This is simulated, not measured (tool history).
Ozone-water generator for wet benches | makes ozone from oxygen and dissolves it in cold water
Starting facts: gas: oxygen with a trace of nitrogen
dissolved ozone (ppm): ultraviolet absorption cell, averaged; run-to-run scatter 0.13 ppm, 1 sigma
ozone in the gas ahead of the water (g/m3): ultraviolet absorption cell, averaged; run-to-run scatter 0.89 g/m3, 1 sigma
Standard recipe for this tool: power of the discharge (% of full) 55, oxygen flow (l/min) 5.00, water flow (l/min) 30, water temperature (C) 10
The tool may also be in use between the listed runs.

run    hour  power of the discharge (% of full)  oxygen flow (l/min)  water flow (l/min)  water temperature (C)  dissolved ozone (ppm)  ozone in the gas ahead of the water (g/m3)
  1     0.0                                  55                 5.00                  30                     10                   14.2                                       144.6
  2   123.3                                  55                 5.00                  30                     10                   14.5                                       144.4
  3   176.9                                  55                 5.00                  30                     10                   14.2                                       144.5
  4   241.8                                  55                 5.00                  30                     10                   14.1                                       143.9
      251.5  -- water thermometer calibrated
  5   296.0                                  55                 5.00                  30                     10                   14.2                                       144.9
  6   385.2                                  55                 5.00                  22                     10                   18.3                                       145.0
  7   471.4                                  55                 5.00                  22                     10                   18.3                                       143.8
  8   578.9                                  55                 2.92                  30                     10                   13.4                                       203.6
  9   660.8                                  71                 9.00                  30                      9                   16.7                                       114.5
 10   775.9                                  52                 9.00                  30                      6                   14.3                                        94.6
 11   892.5                                  48                 4.58                  28                     14                   13.2                                       140.6
      924.6  -- water thermometer calibrated, once more
 12   981.2                                  48                 4.58                  28                     14                   13.1                                       139.5
 13  1105.3                                  47                 5.00                  19                     14                   17.7                                       131.5
 14  1198.8                                  99                 4.32                  34                      6                   17.8                                       223.1

Each row is a separate what-if for the run after 14, all from the same tool condition, not one after another. Results?
  A  1256.1                                  99                 3.52                  34                      6                      ?                                           ?
  B  1256.1                                  55                 2.95                  29                      7                      ?                                           ?
  C  1256.1                                  92                 5.00                  30                     13                      ?                                           ?
  D  1256.1                                  97                 4.73                  30                      7                      ?                                           ?

run  dissolved ozone (ppm)  ozone in the gas ahead of the water (g/m3)
  A                   17.3                                       251.0
  B                   14.0                                       200.4
  C                   18.3                                       193.7
  D                   19.9                                       205.0
With no hidden state in the tool, these same runs would have given:
run  dissolved ozone (ppm)  ozone in the gas ahead of the water (g/m3)
  A                   19.0                                       261.8
  B                   15.1                                       206.5
  C                   19.9                                       201.7
  D                   21.7                                       213.8

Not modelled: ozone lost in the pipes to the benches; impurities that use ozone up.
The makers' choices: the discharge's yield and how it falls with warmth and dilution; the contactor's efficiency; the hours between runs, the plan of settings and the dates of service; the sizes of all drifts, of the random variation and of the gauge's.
